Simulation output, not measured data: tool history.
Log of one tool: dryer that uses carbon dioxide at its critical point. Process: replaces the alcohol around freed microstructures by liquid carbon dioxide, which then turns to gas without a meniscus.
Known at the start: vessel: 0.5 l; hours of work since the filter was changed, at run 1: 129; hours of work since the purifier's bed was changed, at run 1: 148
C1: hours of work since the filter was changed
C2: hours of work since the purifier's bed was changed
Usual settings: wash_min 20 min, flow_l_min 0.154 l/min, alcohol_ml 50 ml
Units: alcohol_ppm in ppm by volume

run 1 hour=0 | wash_min=20 flow_l_min=0.154 alcohol_ml=50 | C1=129 C2=148 | alcohol_ppm=423
run 2 hour=26.8 | wash_min=20 flow_l_min=0.154 alcohol_ml=50 | C1=142 C2=162 | alcohol_ppm=435
run 3 hour=47.6 | wash_min=20 flow_l_min=0.154 alcohol_ml=50 | C1=153 C2=173 | alcohol_ppm=441
run 4 hour=74.9 | wash_min=20 flow_l_min=0.154 alcohol_ml=50 | C1=167 C2=187 | alcohol_ppm=473
run 5 hour=102.7 | wash_min=20 flow_l_min=0.154 alcohol_ml=73 | C1=181 C2=201 | alcohol_ppm=683
run 6 hour=122.7 | wash_min=20 flow_l_min=0.154 alcohol_ml=73 | C1=191 C2=211 | alcohol_ppm=721
run 7 hour=148.1 | wash_min=20 flow_l_min=0.154 alcohol_ml=73 | C1=204 C2=224 | alcohol_ppm=727
run 8 hour=171.9 | wash_min=20 flow_l_min=0.154 alcohol_ml=73 | C1=217 C2=236 | alcohol_ppm=781
run 9 hour=200.3 | wash_min=20 flow_l_min=0.154 alcohol_ml=73 | C1=231 C2=251 | alcohol_ppm=767
run 10 hour=226.9 | wash_min=20 flow_l_min=0.154 alcohol_ml=73 | C1=245 C2=264 | alcohol_ppm=809
run 11 hour=247.3 | wash_min=20 flow_l_min=0.154 alcohol_ml=73 | C1=255 C2=275 | alcohol_ppm=843
run 12 hour=265 | wash_min=20 flow_l_min=0.154 alcohol_ml=50 | C1=264 C2=284 | alcohol_ppm=614
run 13 hour=284.7 | wash_min=20 flow_l_min=0.154 alcohol_ml=50 | C1=274 C2=294 | alcohol_ppm=602
run 14 hour=308.6 | wash_min=20 flow_l_min=0.154 alcohol_ml=50 | C1=286 C2=306 | alcohol_ppm=646
-- hour=320.3 inlet filter changed
run 15 hour=332.6 | wash_min=20 flow_l_min=0.156 alcohol_ml=50 | C1=6 C2=318 | alcohol_ppm=319
run 16 hour=345.7 | wash_min=30 flow_l_min=0.101 alcohol_ml=38 | C1=13 C2=324 | alcohol_ppm=293
run 17 hour=364.7 | wash_min=20 flow_l_min=0.154 alcohol_ml=31 | C1=23 C2=334 | alcohol_ppm=239

Forecast run 18:
run 18 hour=393 | wash_min=20 flow_l_min=0.244 alcohol_ml=50 | C1=37 C2=349 | alcohol_ppm=?

Run 18 gave alcohol_ppm 79 ppm by volume.
Without the tool's hidden state the same run would have given alcohol_ppm 17 ppm by volume.
